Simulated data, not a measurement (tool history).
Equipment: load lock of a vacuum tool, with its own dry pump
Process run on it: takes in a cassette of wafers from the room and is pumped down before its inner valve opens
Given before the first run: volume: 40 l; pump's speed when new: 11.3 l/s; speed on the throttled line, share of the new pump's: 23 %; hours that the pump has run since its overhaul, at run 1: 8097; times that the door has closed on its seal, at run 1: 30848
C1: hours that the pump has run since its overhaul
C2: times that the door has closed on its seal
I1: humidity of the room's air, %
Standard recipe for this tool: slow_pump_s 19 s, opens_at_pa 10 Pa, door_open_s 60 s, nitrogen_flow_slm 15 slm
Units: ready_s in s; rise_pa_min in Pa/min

Run 1, hour 0: usual settings; C1 8097; C2 30848; I1 44.5. Result: ready_s 52.3 s, rise_pa_min 0.32 Pa/min.
Run 2, hour 121.9: usual settings; C1 8219; C2 31366; I1 43.4. Result: ready_s 52.5 s, rise_pa_min 0.323 Pa/min.
Run 3, hour 294.3: usual settings; C1 8392; C2 32098; I1 49.8. Result: ready_s 51.8 s, rise_pa_min 0.341 Pa/min.
Run 4, hour 462: usual settings; C1 8559; C2 32811; I1 48. Result: ready_s 52.3 s, rise_pa_min 0.346 Pa/min.
Run 5, hour 613.6: usual settings but door_open_s 56 s; C1 8711; C2 33455; I1 43.1. Result: ready_s 52.6 s, rise_pa_min 0.347 Pa/min.
Run 6, hour 812.4: usual settings; C1 8910; C2 34299; I1 46.3. Result: ready_s 52.9 s, rise_pa_min 0.354 Pa/min.
Run 7, hour 936.4: usual settings; C1 9034; C2 34826; I1 43.5. Result: ready_s 53 s, rise_pa_min 0.374 Pa/min.
Run 8, hour 1158.3: usual settings; C1 9256; C2 35768; I1 45.7. Result: ready_s 53.2 s, rise_pa_min 0.383 Pa/min.
Run 9, hour 1259.7: usual settings; C1 9357; C2 36199; I1 43.2. Result: ready_s 52.4 s, rise_pa_min 0.394 Pa/min.
Run 10, hour 1445.8: usual settings; C1 9543; C2 36990; I1 42.9. Result: ready_s 52.3 s, rise_pa_min 0.414 Pa/min.
Run 11, hour 1569.9: usual settings but nitrogen_flow_slm 33 slm; C1 9667; C2 37517; I1 44.4. Result: ready_s 53.6 s, rise_pa_min 0.412 Pa/min.
Run 12, hour 1721.2: usual settings but slow_pump_s 20 s, nitrogen_flow_slm 16 slm; C1 9819; C2 38160; I1 44.5. Result: ready_s 54.4 s, rise_pa_min 0.42 Pa/min.
Run 13, hour 1835.1: usual settings but door_open_s 174 s; C1 9932; C2 38644; I1 45.6. Result: ready_s 53.7 s, rise_pa_min 0.456 Pa/min.
Run 14, hour 2060.7: usual settings but opens_at_pa 11 Pa, door_open_s 174 s, nitrogen_flow_slm 8 slm; C1 10158; C2 39602; I1 44. Result: ready_s 53.4 s, rise_pa_min 0.475 Pa/min.
Run 15, hour 2242.4: usual settings but slow_pump_s 15 s, door_open_s 102 s; C1 10340; C2 40374; I1 44. Result: ready_s 50 s, rise_pa_min 0.469 Pa/min.
Run 16, hour 2359: usual settings but slow_pump_s 15 s, door_open_s 102 s; C1 10456; C2 40869; I1 47.8. Result: ready_s 50.6 s, rise_pa_min 0.489 Pa/min.
Run 17, hour 2583.5: usual settings but slow_pump_s 12 s, opens_at_pa 20 Pa, door_open_s 104 s, nitrogen_flow_slm 4 slm; C1 10681; C2 41823; I1 43.4. Result: ready_s 45.4 s, rise_pa_min 0.508 Pa/min.
Run 18, hour 2721: usual settings but slow_pump_s 12 s, opens_at_pa 20 Pa, door_open_s 104 s, nitrogen_flow_slm 4 slm; C1 10818; C2 42407; I1 45.5. Result: ready_s 45.8 s, rise_pa_min 0.523 Pa/min.
Run 19, hour 2813.2: usual settings but slow_pump_s 29 s, opens_at_pa 19 Pa, door_open_s 104 s, nitrogen_flow_slm 13 slm; C1 10911; C2 42799; I1 42.9. Result: ready_s 57.7 s, rise_pa_min 0.515 Pa/min.
Run 20, hour 2922: usual settings but slow_pump_s 32 s, door_open_s 67 s, nitrogen_flow_slm 38 slm; C1 11019; C2 43261; I1 46.4. Result: ready_s 63.4 s, rise_pa_min 0.5 Pa/min.

Forecast each of these 5 alternatives for the next run:
Run A, hour 3018.3: usual settings but slow_pump_s 28 s, opens_at_pa 15 Pa; C1 11116; C2 43670; I1 48. Result: ready_s ?, rise_pa_min ?.
Run B, hour 3018.3: usual settings but slow_pump_s 24 s, door_open_s 67 s, nitrogen_flow_slm 38 slm; C1 11116; C2 43670; I1 45.5. Result: ready_s ?, rise_pa_min ?.
Run C, hour 3018.3: usual settings but slow_pump_s 26 s, door_open_s 56 s; C1 11116; C2 43670; I1 44.5. Result: ready_s ?, rise_pa_min ?.
Run D, hour 3018.3: usual settings but slow_pump_s 12 s, opens_at_pa 11 Pa, door_open_s 42 s, nitrogen_flow_slm 38 slm; C1 11116; C2 43670; I1 42.6. Result: ready_s ?, rise_pa_min ?.
Run E, hour 3018.3: usual settings but slow_pump_s 32 s, opens_at_pa 12 Pa, door_open_s 113 s, nitrogen_flow_slm 4 slm; C1 11116; C2 43670; I1 47.5. Result: ready_s ?, rise_pa_min ?.

run  ready_s  rise_pa_min
  A       58        0.532
  B     57.6         0.51
  C       59        0.507
  D     48.8        0.501
  E     62.5        0.555
Without the tool's unlogged condition, the same runs would have read:
run  ready_s  rise_pa_min
  A       52        0.049
  B       51        0.037
  C     52.6        0.036
  D     41.7        0.027
  E     56.6        0.081

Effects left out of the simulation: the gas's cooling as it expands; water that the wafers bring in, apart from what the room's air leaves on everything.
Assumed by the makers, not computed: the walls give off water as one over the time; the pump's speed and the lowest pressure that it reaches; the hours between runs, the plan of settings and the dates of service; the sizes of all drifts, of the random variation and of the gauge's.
